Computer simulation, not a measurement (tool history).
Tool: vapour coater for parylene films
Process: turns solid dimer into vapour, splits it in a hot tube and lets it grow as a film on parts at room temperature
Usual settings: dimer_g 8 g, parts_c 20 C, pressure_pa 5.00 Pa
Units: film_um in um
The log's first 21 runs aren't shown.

run   hour  dimer_g  parts_c  pressure_pa  hours of work since the trap's valve was overhauled  hours of work since the table's thermometer was calibrated  film_um
 22  272.7        8       24         5.00                                                   86                                                         319     2.92
 23  285.3        8       13         5.00                                                   92                                                         324     4.95
 24  295.2        8       13         5.00                                                   96                                                         329     4.97
 25  313.8        9       19         7.04                                                  105                                                         337     3.89
 26  324.3        9       19         7.04                                                  110                                                         342     3.92
 27  338.5        9       19         7.04                                                  116                                                         349     3.87
 28  353.5        9       19         7.04                                                  123                                                         355     3.91
 29  370.3        9       19         7.04                                                  131                                                         363     3.89
 30  384.9        7       29         6.60                                                  137                                                         370     1.90
 31  394.6        8       14         4.69                                                  142                                                         374     4.80
 32  406.6        8       14         4.69                                                  147                                                         380     4.78
 33  420.0        6       17         2.10                                                  153                                                         386     3.66
 34  438.8        6       17         2.67                                                  162                                                         394     3.47
 35  448.4        4       28         7.45                                                  166                                                         399     1.11
 36  460.3        3       29         7.45                                                  172                                                         404     0.81
 37  479.0       10       22         7.45                                                  180                                                         413     3.70
 38  497.5       10       22         7.45                                                  189                                                         421     3.71
 39  514.1       10       22         7.45                                                  196                                                         429     3.71
 40  525.9       10       26         3.31                                                  202                                                         434     3.60
 41  533.9       10       30         3.31                                                  205                                                         438     2.96
 42  551.1       14       26        11.45                                                  213                                                         446     3.90
 43  559.4       13       23         3.35                                                  217                                                         449     5.38
 44  570.2       13       23         3.35                                                  222                                                         454     5.39
 45  581.3       13       23         3.35                                                  227                                                         460     5.37
 46  591.9        4       23         9.39                                                  232                                                         464     1.34

Run 47 comes next. What will it give?
 47  600.9        8       14         5.00                                                  236                                                         468        ?

Run 47 gave film_um 4.72 um.
Without the tool's hidden state the same run would have given film_um 4.72 um.
